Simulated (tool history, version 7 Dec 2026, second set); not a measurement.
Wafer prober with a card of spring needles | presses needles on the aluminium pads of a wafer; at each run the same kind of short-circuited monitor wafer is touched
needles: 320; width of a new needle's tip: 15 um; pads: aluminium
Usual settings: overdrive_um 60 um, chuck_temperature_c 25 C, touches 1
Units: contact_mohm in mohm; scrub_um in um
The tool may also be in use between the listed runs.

{"run": 1, "hour": 0.0, "overdrive_um": 60, "chuck_temperature_c": 25, "touches": 1, "contact_mohm": 108, "scrub_um": 8.92}
{"hour": 1.9, "done": "tips cleaned on abrasive film"}
{"hour": 6.6, "done": "tips cleaned on abrasive film"}
{"hour": 11.2, "done": "tips cleaned on abrasive film"}
{"hour": 15.8, "done": "tips cleaned on abrasive film"}
{"hour": 19.6, "done": "tips cleaned on abrasive film"}
{"hour": 19.9, "done": "height of the first contact set anew"}
{"hour": 23.6, "done": "tips cleaned on abrasive film"}
{"hour": 28.2, "done": "tips cleaned on abrasive film"}
{"hour": 32.1, "done": "tips cleaned on abrasive film"}
{"run": 2, "hour": 32.1, "overdrive_um": 60, "chuck_temperature_c": 25, "touches": 1, "contact_mohm": 112, "scrub_um": 9.16}
{"hour": 36.8, "done": "tips cleaned on abrasive film"}
{"hour": 40.5, "done": "tips cleaned on abrasive film"}
{"hour": 44.2, "done": "tips cleaned on abrasive film"}
{"hour": 48.9, "done": "tips cleaned on abrasive film"}
{"hour": 52.6, "done": "tips cleaned on abrasive film"}
{"hour": 57.2, "done": "tips cleaned on abrasive film"}
{"hour": 61.9, "done": "tips cleaned on abrasive film"}
{"run": 3, "hour": 64.1, "overdrive_um": 60, "chuck_temperature_c": 25, "touches": 1, "contact_mohm": 110, "scrub_um": 8.75}
{"hour": 66.1, "done": "tips cleaned on abrasive film"}
{"hour": 70.7, "done": "tips cleaned on abrasive film"}
{"hour": 74.4, "done": "tips cleaned on abrasive film"}
{"hour": 79.1, "done": "tips cleaned on abrasive film"}
{"hour": 83.7, "done": "tips cleaned on abrasive film"}
{"hour": 88.3, "done": "tips cleaned on abrasive film"}
{"hour": 93.0, "done": "tips cleaned on abrasive film"}
{"run": 4, "hour": 96.2, "overdrive_um": 60, "chuck_temperature_c": 25, "touches": 1, "contact_mohm": 111, "scrub_um": 9.09}
{"hour": 97.2, "done": "tips cleaned on abrasive film"}
{"hour": 101.0, "done": "tips cleaned on abrasive film"}
{"hour": 105.6, "done": "tips cleaned on abrasive film"}
{"hour": 109.3, "done": "tips cleaned on abrasive film"}
{"hour": 114.0, "done": "tips cleaned on abrasive film"}
{"run": 5, "hour": 116.9, "overdrive_um": 42, "chuck_temperature_c": 25, "touches": 1, "contact_mohm": 115, "scrub_um": 5.94}
{"hour": 117.9, "done": "tips cleaned on abrasive film"}
{"hour": 122.5, "done": "tips cleaned on abrasive film"}
{"hour": 127.2, "done": "tips cleaned on abrasive film"}
{"hour": 130.9, "done": "tips cleaned on abrasive film"}
{"hour": 135.5, "done": "tips cleaned on abrasive film"}
{"hour": 139.3, "done": "tips cleaned on abrasive film"}
{"run": 6, "hour": 141.7, "overdrive_um": 42, "chuck_temperature_c": 25, "touches": 1, "contact_mohm": 114, "scrub_um": 6.29}
{"hour": 143.7, "done": "tips cleaned on abrasive film"}
{"hour": 148.3, "done": "tips cleaned on abrasive film"}
{"hour": 152.0, "done": "tips cleaned on abrasive film"}
{"hour": 156.7, "done": "tips cleaned on abrasive film"}
{"hour": 161.3, "done": "tips cleaned on abrasive film"}
{"run": 7, "hour": 163.4, "overdrive_um": 52, "chuck_temperature_c": 25, "touches": 1, "contact_mohm": 113, "scrub_um": 7.65}
{"hour": 165.3, "done": "tips cleaned on abrasive film"}
{"hour": 169.0, "done": "tips cleaned on abrasive film"}
{"hour": 173.7, "done": "tips cleaned on abrasive film"}
{"hour": 177.4, "done": "tips cleaned on abrasive film"}
{"hour": 182.0, "done": "tips cleaned on abrasive film"}
{"hour": 186.7, "done": "tips cleaned on abrasive film"}
{"hour": 190.4, "done": "tips cleaned on abrasive film"}
{"run": 8, "hour": 190.9, "overdrive_um": 52, "chuck_temperature_c": 25, "touches": 1, "contact_mohm": 111, "scrub_um": 7.88}
{"hour": 194.7, "done": "tips cleaned on abrasive film"}
{"hour": 199.3, "done": "tips cleaned on abrasive film"}
{"hour": 203.9, "done": "tips cleaned on abrasive film"}
{"hour": 207.7, "done": "tips cleaned on abrasive film"}
{"hour": 212.3, "done": "tips cleaned on abrasive film"}
{"hour": 216.1, "done": "tips cleaned on abrasive film"}
{"run": 9, "hour": 219.5, "overdrive_um": 52, "chuck_temperature_c": 45, "touches": 1, "contact_mohm": 114, "scrub_um": 8.0}
{"hour": 220.5, "done": "tips cleaned on abrasive film"}
{"hour": 224.2, "done": "tips cleaned on abrasive film"}
{"hour": 228.0, "done": "tips cleaned on abrasive film"}
{"hour": 232.6, "done": "tips cleaned on abrasive film"}
{"hour": 236.3, "done": "tips cleaned on abrasive film"}
{"hour": 240.1, "done": "tips cleaned on abrasive film"}
{"hour": 244.7, "done": "tips cleaned on abrasive film"}
{"run": 10, "hour": 248.2, "overdrive_um": 60, "chuck_temperature_c": 25, "touches": 3, "contact_mohm": 111, "scrub_um": 9.21}
{"hour": 249.2, "done": "tips cleaned on abrasive film"}
{"hour": 253.0, "done": "tips cleaned on abrasive film"}
{"hour": 257.6, "done": "tips cleaned on abrasive film"}
{"hour": 262.2, "done": "tips cleaned on abrasive film"}
{"hour": 266.9, "done": "tips cleaned on abrasive film"}
{"hour": 271.5, "done": "tips cleaned on abrasive film"}
{"hour": 276.2, "done": "tips cleaned on abrasive film"}
{"hour": 280.8, "done": "tips cleaned on abrasive film"}
{"run": 11, "hour": 282.4, "overdrive_um": 60, "chuck_temperature_c": 25, "touches": 1, "contact_mohm": 113, "scrub_um": 9.04}
{"hour": 285.2, "done": "tips cleaned on abrasive film"}
{"hour": 297.2, "done": "card fitted with new needles"}
{"hour": 300.9, "done": "tips cleaned on abrasive film"}
{"hour": 305.6, "done": "tips cleaned on abrasive film"}
{"hour": 310.2, "done": "tips cleaned on abrasive film"}
{"hour": 313.9, "done": "tips cleaned on abrasive film"}
{"hour": 318.6, "done": "tips cleaned on abrasive film"}
{"run": 12, "hour": 320.7, "overdrive_um": 76, "chuck_temperature_c": 45, "touches": 1, "contact_mohm": 113, "scrub_um": 11.38}
{"hour": 322.6, "done": "tips cleaned on abrasive film"}
{"hour": 327.3, "done": "tips cleaned on abrasive film"}
{"hour": 331.0, "done": "tips cleaned on abrasive film"}
{"hour": 335.7, "done": "tips cleaned on abrasive film"}
{"hour": 339.4, "done": "tips cleaned on abrasive film"}
{"hour": 344.0, "done": "tips cleaned on abrasive film"}
{"hour": 347.8, "done": "tips cleaned on abrasive film"}
{"hour": 352.4, "done": "tips cleaned on abrasive film"}
{"run": 13, "hour": 355.0, "overdrive_um": 41, "chuck_temperature_c": 45, "touches": 1, "contact_mohm": 118, "scrub_um": 5.99}
{"hour": 356.9, "done": "tips cleaned on abrasive film"}
{"hour": 360.6, "done": "tips cleaned on abrasive film"}
{"hour": 364.3, "done": "tips cleaned on abrasive film"}
{"hour": 368.1, "done": "tips cleaned on abrasive film"}
{"hour": 372.7, "done": "tips cleaned on abrasive film"}
{"hour": 376.4, "done": "tips cleaned on abrasive film"}
{"hour": 380.2, "done": "tips cleaned on abrasive film"}
{"run": 14, "hour": 381.1, "overdrive_um": 71, "chuck_temperature_c": 25, "touches": 1, "contact_mohm": 111, "scrub_um": 10.62}

Forecast run 15:
{"hour": 384.0, "done": "tips cleaned on abrasive film"}
{"hour": 388.6, "done": "tips cleaned on abrasive film"}
{"hour": 392.3, "done": "tips cleaned on abrasive film"}
{"hour": 397.0, "done": "tips cleaned on abrasive film"}
{"hour": 401.6, "done": "tips cleaned on abrasive film"}
{"hour": 406.2, "done": "tips cleaned on abrasive film"}
{"hour": 410.9, "done": "tips cleaned on abrasive film"}
{"run": 15, "hour": 411.5, "overdrive_um": 43, "chuck_temperature_c": 117, "touches": 1, "contact_mohm": "?", "scrub_um": "?"}

Run 15 gave contact_mohm 127 mohm, scrub_um 6.38 um.
Without the tool's hidden state the same run would have given contact_mohm 127 mohm, scrub_um 6.38 um.
